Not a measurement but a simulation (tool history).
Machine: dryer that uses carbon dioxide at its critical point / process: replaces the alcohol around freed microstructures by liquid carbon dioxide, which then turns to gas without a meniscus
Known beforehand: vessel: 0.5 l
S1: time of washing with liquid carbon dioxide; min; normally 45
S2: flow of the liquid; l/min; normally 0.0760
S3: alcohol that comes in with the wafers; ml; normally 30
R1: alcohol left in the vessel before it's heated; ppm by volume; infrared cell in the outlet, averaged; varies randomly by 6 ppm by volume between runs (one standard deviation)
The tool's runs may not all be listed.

run     day  S1      S2   S3    R1
  1   0.000  45  0.0760   30   374
  2   1.821  45  0.0760   30   394
  3   2.654  45  0.0760   30   388
  4   4.258  45  0.0760   30   400
  5   5.275  45  0.0760   30   405
  6   6.392  45  0.0760   30   402
  7   7.462  47  0.0760   30   336
  8   9.212  45  0.0760   30   412
  9  11.112  45  0.0760   30   442
 10  12.338  45  0.0760   30   444
 11  13.450  45  0.0760   30   455
 12  14.921  45  0.0760   30   482
 13  16.579  45  0.0760   30   482
 14  17.588  45  0.0760   30   488
 15  19.158  45  0.0760   30   495
 16  20.921  45  0.0760   30   498
 17  21.792  45  0.0760   76  1314
 18  23.633  45  0.0760   76  1312
     24.604  -- inlet filter changed
 19  25.392  53  0.0760   76   213
 20  26.946  45  0.1220   30    27
 21  28.083  71  0.0760   30    30
 22  29.579  45  0.0760   30   257
 23  31.221  45  0.0760   30   265
 24  32.071  70  0.1064   30    25
 25  33.583  65  0.0903   41    27
 26  35.167  65  0.0903   41    28
 27  36.600  65  0.0903   41    31
 28  38.112  65  0.0790   46    40
 29  39.600  70  0.1188   71    19
 30  41.000  70  0.1188   71    14
 31  41.900  70  0.1068   72    16
 32  43.375  45  0.1287   80    36
 33  45.092  45  0.1287   80    46
 34  46.888  38  0.0769   30   694
 35  48.083  52  0.0862   22    73
 36  49.450  52  0.0862   22    62
 37  51.075  45  0.0516   30  1984
 38  52.096  45  0.1046   25    64
 39  52.888  51  0.0568   25   711
 40  53.971  45  0.0892   35   194
 41  55.129  28  0.0760  102  8390
 42  56.375  47  0.0760   57   577
 43  58.071  34  0.0760   57  2537

3 ways to go on from here, each from the tool as it stands after run 43. What would each give?
  A  59.188  68  0.0722   48   ?
  B  59.188  32  0.0760   57   ?
  C  59.188  30  0.0761  112   ?

run    R1
  A    96
  B  3219
  C  7803
With the hidden condition removed and each run's random variation left untouched, the same runs would have given:
run    R1
  A    34
  B  2161
  C  5378
